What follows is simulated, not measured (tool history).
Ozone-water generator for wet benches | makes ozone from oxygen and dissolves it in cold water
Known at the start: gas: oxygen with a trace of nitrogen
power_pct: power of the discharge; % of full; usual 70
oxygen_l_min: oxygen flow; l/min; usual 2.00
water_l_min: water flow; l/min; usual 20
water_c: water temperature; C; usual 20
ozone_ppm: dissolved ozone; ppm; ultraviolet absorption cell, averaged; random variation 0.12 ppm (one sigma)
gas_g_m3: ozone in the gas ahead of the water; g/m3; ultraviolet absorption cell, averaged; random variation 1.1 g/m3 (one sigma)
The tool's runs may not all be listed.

{"run": 1, "hour": 0.0, "power_pct": 70, "oxygen_l_min": 2.0, "water_l_min": 20, "water_c": 20, "ozone_ppm": 11.3, "gas_g_m3": 187.0}
{"run": 2, "hour": 53.6, "power_pct": 70, "oxygen_l_min": 2.0, "water_l_min": 32, "water_c": 20, "ozone_ppm": 6.9, "gas_g_m3": 184.9}
{"run": 3, "hour": 84.0, "power_pct": 70, "oxygen_l_min": 2.0, "water_l_min": 32, "water_c": 20, "ozone_ppm": 6.8, "gas_g_m3": 188.5}
{"run": 4, "hour": 118.8, "power_pct": 70, "oxygen_l_min": 2.0, "water_l_min": 32, "water_c": 20, "ozone_ppm": 7.0, "gas_g_m3": 186.0}
{"run": 5, "hour": 152.5, "power_pct": 70, "oxygen_l_min": 2.0, "water_l_min": 20, "water_c": 20, "ozone_ppm": 11.2, "gas_g_m3": 188.6}
{"run": 6, "hour": 202.8, "power_pct": 70, "oxygen_l_min": 2.0, "water_l_min": 20, "water_c": 20, "ozone_ppm": 11.0, "gas_g_m3": 185.7}
{"run": 7, "hour": 250.1, "power_pct": 70, "oxygen_l_min": 2.0, "water_l_min": 20, "water_c": 20, "ozone_ppm": 11.3, "gas_g_m3": 187.2}
{"run": 8, "hour": 306.8, "power_pct": 61, "oxygen_l_min": 2.0, "water_l_min": 13, "water_c": 26, "ozone_ppm": 14.5, "gas_g_m3": 173.6}
{"run": 9, "hour": 342.9, "power_pct": 93, "oxygen_l_min": 2.1, "water_l_min": 29, "water_c": 20, "ozone_ppm": 8.9, "gas_g_m3": 209.1}
{"run": 10, "hour": 371.3, "power_pct": 66, "oxygen_l_min": 2.0, "water_l_min": 25, "water_c": 19, "ozone_ppm": 8.6, "gas_g_m3": 180.6}
{"run": 11, "hour": 409.8, "power_pct": 80, "oxygen_l_min": 1.38, "water_l_min": 25, "water_c": 19, "ozone_ppm": 8.7, "gas_g_m3": 247.4}
{"hour": 414.1, "done": "water thermometer calibrated"}
{"run": 12, "hour": 441.0, "power_pct": 55, "oxygen_l_min": 1.66, "water_l_min": 20, "water_c": 14, "ozone_ppm": 10.1, "gas_g_m3": 184.2}
{"run": 13, "hour": 494.6, "power_pct": 93, "oxygen_l_min": 1.02, "water_l_min": 16, "water_c": 14, "ozone_ppm": 14.5, "gas_g_m3": 314.9}

4 ways to go on from here, each from the tool as it stands after run 13. What would each give?
{"run": "A", "hour": 543.6, "power_pct": 93, "oxygen_l_min": 1.02, "water_l_min": 21, "water_c": 14, "ozone_ppm": "?", "gas_g_m3": "?"}
{"run": "B", "hour": 543.6, "power_pct": 61, "oxygen_l_min": 2.0, "water_l_min": 31, "water_c": 25, "ozone_ppm": "?", "gas_g_m3": "?"}
{"run": "C", "hour": 543.6, "power_pct": 93, "oxygen_l_min": 1.02, "water_l_min": 16, "water_c": 19, "ozone_ppm": "?", "gas_g_m3": "?"}
{"run": "D", "hour": 543.6, "power_pct": 46, "oxygen_l_min": 2.0, "water_l_min": 18, "water_c": 16, "ozone_ppm": "?", "gas_g_m3": "?"}

run=A ozone_ppm=10.5 gas_g_m3=322.4
run=B ozone_ppm=6.3 gas_g_m3=173.0
run=C ozone_ppm=14.2 gas_g_m3=319.7
run=D ozone_ppm=10.3 gas_g_m3=149.1
Without the tool's hidden state the same runs would have given:
run=A ozone_ppm=11.3 gas_g_m3=329.7
run=B ozone_ppm=6.8 gas_g_m3=176.2
run=C ozone_ppm=15.1 gas_g_m3=326.9
run=D ozone_ppm=10.9 gas_g_m3=151.4
